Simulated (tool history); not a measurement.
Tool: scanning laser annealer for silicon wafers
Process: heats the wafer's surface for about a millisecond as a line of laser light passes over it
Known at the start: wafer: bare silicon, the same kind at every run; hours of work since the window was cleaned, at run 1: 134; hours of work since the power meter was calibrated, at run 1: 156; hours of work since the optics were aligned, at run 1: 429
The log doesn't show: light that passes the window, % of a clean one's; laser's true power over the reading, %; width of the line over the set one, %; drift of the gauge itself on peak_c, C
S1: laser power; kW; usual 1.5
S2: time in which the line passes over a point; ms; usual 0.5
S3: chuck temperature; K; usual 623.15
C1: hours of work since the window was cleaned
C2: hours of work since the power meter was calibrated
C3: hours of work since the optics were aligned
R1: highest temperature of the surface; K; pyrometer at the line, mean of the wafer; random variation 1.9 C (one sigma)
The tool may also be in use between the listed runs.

run 1 hour=0 | S1=1.5 S2=0.5 S3=623.15 | C1=134 C2=156 C3=429 | R1=1461.15
run 2 hour=14.4 | S1=1.5 S2=0.5 S3=623.15 | C1=141 C2=164 C3=437 | R1=1462.15
run 3 hour=35.5 | S1=1.5 S2=0.5 S3=623.15 | C1=153 C2=175 C3=448 | R1=1458.15
run 4 hour=58 | S1=1.5 S2=0.5 S3=623.15 | C1=165 C2=187 C3=460 | R1=1461.15
run 5 hour=74.4 | S1=1.5 S2=0.5 S3=623.15 | C1=173 C2=196 C3=469 | R1=1464.15
run 6 hour=91.8 | S1=1.5 S2=0.5 S3=623.15 | C1=183 C2=205 C3=478 | R1=1463.15
run 7 hour=105.3 | S1=1.5 S2=0.5 S3=623.15 | C1=190 C2=212 C3=485 | R1=1457.15
run 8 hour=119.3 | S1=1.5 S2=0.5 S3=623.15 | C1=197 C2=220 C3=493 | R1=1462.15
run 9 hour=140.2 | S1=1.5 S2=0.5 S3=623.15 | C1=209 C2=231 C3=504 | R1=1464.15
run 10 hour=157.9 | S1=1.5 S2=0.5 S3=623.15 | C1=218 C2=240 C3=514 | R1=1462.15
run 11 hour=179.1 | S1=1.5 S2=0.5 S3=623.15 | C1=230 C2=252 C3=525 | R1=1464.15
run 12 hour=202.5 | S1=1.5 S2=0.5 S3=623.15 | C1=242 C2=264 C3=537 | R1=1462.15
run 13 hour=224.4 | S1=1.5 S2=0.5 S3=623.15 | C1=254 C2=276 C3=549 | R1=1461.15
run 14 hour=245.6 | S1=1.5 S2=0.5 S3=623.15 | C1=265 C2=287 C3=561 | R1=1463.15
run 15 hour=258.1 | S1=1.5 S2=0.5 S3=623.15 | C1=272 C2=294 C3=567 | R1=1459.15
run 16 hour=272.4 | S1=1.5 S2=0.465 S3=623.15 | C1=280 C2=302 C3=575 | R1=1428.15
run 17 hour=287.2 | S1=1.5 S2=0.465 S3=623.15 | C1=288 C2=310 C3=583 | R1=1428.15
run 18 hour=299.8 | S1=1.5 S2=0.465 S3=623.15 | C1=294 C2=316 C3=590 | R1=1431.15
run 19 hour=311.7 | S1=1.579 S2=0.5 S3=623.15 | C1=301 C2=323 C3=596 | R1=1508.15
run 20 hour=327.1 | S1=1.579 S2=0.5 S3=623.15 | C1=309 C2=331 C3=604 | R1=1507.15
run 21 hour=351.4 | S1=1.5 S2=0.509 S3=623.15 | C1=322 C2=344 C3=617 | R1=1470.15
run 22 hour=362.4 | S1=1.5 S2=0.509 S3=623.15 | C1=328 C2=350 C3=623 | R1=1472.15
run 23 hour=384.8 | S1=1.5 S2=0.509 S3=623.15 | C1=340 C2=362 C3=635 | R1=1466.15
run 24 hour=405 | S1=1.5 S2=0.509 S3=623.15 | C1=351 C2=373 C3=646 | R1=1468.15
run 25 hour=424.9 | S1=1.548 S2=0.529 S3=626.15 | C1=361 C2=384 C3=657 | R1=1520.15
run 26 hour=438.7 | S1=1.477 S2=0.5 S3=623.15 | C1=369 C2=391 C3=664 | R1=1446.15
run 27 hour=455.9 | S1=1.477 S2=0.5 S3=623.15 | C1=378 C2=400 C3=673 | R1=1446.15
run 28 hour=473.8 | S1=1.578 S2=0.491 S3=630.15 | C1=388 C2=410 C3=683 | R1=1507.15
run 29 hour=490.3 | S1=1.627 S2=0.491 S3=592.15 | C1=396 C2=419 C3=692 | R1=1495.15
run 30 hour=512.5 | S1=1.478 S2=0.495 S3=623.15 | C1=408 C2=431 C3=704 | R1=1444.15
run 31 hour=523.1 | S1=1.478 S2=0.495 S3=623.15 | C1=414 C2=436 C3=709 | R1=1444.15
run 32 hour=541.2 | S1=1.478 S2=0.495 S3=623.15 | C1=424 C2=446 C3=719 | R1=1443.15
-- hour=552.5 window over the wafer cleaned
-- hour=559.4 optics aligned, line set to its width
run 33 hour=560.3 | S1=1.478 S2=0.495 S3=623.15 | C1=1 C2=452 C3=0 | R1=1446.15
run 34 hour=583.9 | S1=1.278 S2=0.42 S3=587.15 | C1=14 C2=465 C3=13 | R1=1234.15
run 35 hour=602.2 | S1=1.416 S2=0.42 S3=591.15 | C1=24 C2=475 C3=23 | R1=1316.15
run 36 hour=614.5 | S1=1.5 S2=0.383 S3=614.15 | C1=31 C2=481 C3=30 | R1=1339.15
run 37 hour=631.5 | S1=1.535 S2=0.356 S3=587.15 | C1=40 C2=491 C3=39 | R1=1301.15
run 38 hour=647.5 | S1=1.624 S2=0.402 S3=584.15 | C1=48 C2=499 C3=47 | R1=1391.15
run 39 hour=669.9 | S1=1.34 S2=0.385 S3=635.15 | C1=60 C2=511 C3=59 | R1=1283.15
run 40 hour=686.7 | S1=1.5 S2=0.363 S3=659.15 | C1=69 C2=520 C3=68 | R1=1361.15
run 41 hour=698.9 | S1=1.5 S2=0.5 S3=613.15 | C1=76 C2=527 C3=75 | R1=1454.15

4 ways to go on from here, each from the tool as it stands after run 41. What would each give?
run A hour=714.3 | S1=1.529 S2=0.612 S3=584.15 | C1=84 C2=535 C3=83 | R1=?
run B hour=714.3 | S1=1.5 S2=0.451 S3=613.15 | C1=84 C2=535 C3=83 | R1=?
run C hour=714.3 | S1=1.5 S2=0.611 S3=613.15 | C1=84 C2=535 C3=83 | R1=?
run D hour=714.3 | S1=1.5 S2=0.5 S3=633.15 | C1=84 C2=535 C3=83 | R1=?

run=A R1=1542.15
run=B R1=1404.15
run=C R1=1552.15
run=D R1=1474.15
Without the tool's hidden state the same runs would have given:
run=A R1=1542.15
run=B R1=1404.15
run=C R1=1552.15
run=D R1=1474.15
